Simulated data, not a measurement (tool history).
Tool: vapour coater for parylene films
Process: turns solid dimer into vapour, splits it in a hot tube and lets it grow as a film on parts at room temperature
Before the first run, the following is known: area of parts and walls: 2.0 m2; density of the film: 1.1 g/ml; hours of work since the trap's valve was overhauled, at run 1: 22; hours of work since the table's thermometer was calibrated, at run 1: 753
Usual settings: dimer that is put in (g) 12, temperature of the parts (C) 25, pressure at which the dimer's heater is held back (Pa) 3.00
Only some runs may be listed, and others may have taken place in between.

| run | hour | dimer that is put in (g) | temperature of the parts (C) | pressure at which the dimer's heater is held back (Pa) | hours of work since the trap's valve was overhauled | hours of work since the table's thermometer was calibrated | thickness of the film (µm) |
|---|---|---|---|---|---|---|---|
| 1 | 0.0 | 12 | 25 | 3.00 | 22 | 753 | 3.29 |
| 2 | 56.9 | 12 | 25 | 3.00 | 49 | 781 | 3.24 |
| 3 | 83.7 | 12 | 25 | 3.00 | 62 | 794 | 3.19 |
| 4 | 120.6 | 12 | 25 | 3.00 | 80 | 812 | 3.24 |
| 5 | 166.0 | 12 | 25 | 3.00 | 103 | 834 | 3.19 |
| 6 | 219.3 | 12 | 25 | 3.00 | 129 | 860 | 3.16 |
| 7 | 274.0 | 12 | 25 | 5.01 | 155 | 887 | 2.76 |
| 8 | 329.4 | 12 | 25 | 3.00 | 182 | 914 | 3.04 |
| 9 | 356.9 | 12 | 33 | 3.00 | 196 | 928 | 2.43 |
| 10 | 410.0 | 12 | 33 | 3.00 | 222 | 954 | 2.36 |
| 11 | 465.0 | 12 | 33 | 3.00 | 249 | 980 | 2.33 |
| 12 | 502.5 | 12 | 33 | 3.00 | 267 | 999 | 2.35 |
| 13 | 548.2 | 12 | 25 | 2.06 | 289 | 1021 | 3.23 |
| 14 | 593.5 | 12 | 25 | 2.81 | 311 | 1043 | 2.98 |
| 15 | 630.5 | 17 | 28 | 4.18 | 329 | 1061 | 3.51 |
| 16 | 665.6 | 12 | 20 | 10.52 | 347 | 1078 | 2.55 |
| 17 | 715.8 | 22 | 30 | 3.00 | 371 | 1103 | 4.54 |
|  | 746.1 | trap's valve overhauled |
| 18 | 771.1 | 16 | 23 | 6.35 | 12 | 1128 | 3.86 |
| 19 | 818.8 | 13 | 30 | 3.00 | 36 | 1151 | 2.98 |
| 20 | 875.5 | 10 | 31 | 4.42 | 63 | 1179 | 2.07 |
| 21 | 909.8 | 12 | 20 | 3.00 | 80 | 1196 | 3.80 |
| 22 | 954.4 | 12 | 30 | 3.19 | 102 | 1217 | 2.72 |
| 23 | 1009.2 | 10 | 32 | 3.19 | 128 | 1244 | 2.04 |

Below are 4 alternative next runs, each starting from the tool's condition after run 23. Predict each:
| A | 1064.7 | 10 | 24 | 3.19 | 156 | 1271 | ? |
| B | 1064.7 | 7 | 22 | 11.07 | 156 | 1271 | ? |
| C | 1064.7 | 16 | 20 | 2.29 | 156 | 1271 | ? |
| D | 1064.7 | 15 | 21 | 5.45 | 156 | 1271 | ? |

| run | thickness of the film (µm) |
|---|---|
| A | 2.65 |
| B | 1.49 |
| C | 5.17 |
| D | 3.87 |
Had the tool no hidden state, the same runs would have come out as:
| run | thickness of the film (µm) |
|---|---|
| A | 2.78 |
| B | 1.56 |
| C | 5.42 |
| D | 4.06 |

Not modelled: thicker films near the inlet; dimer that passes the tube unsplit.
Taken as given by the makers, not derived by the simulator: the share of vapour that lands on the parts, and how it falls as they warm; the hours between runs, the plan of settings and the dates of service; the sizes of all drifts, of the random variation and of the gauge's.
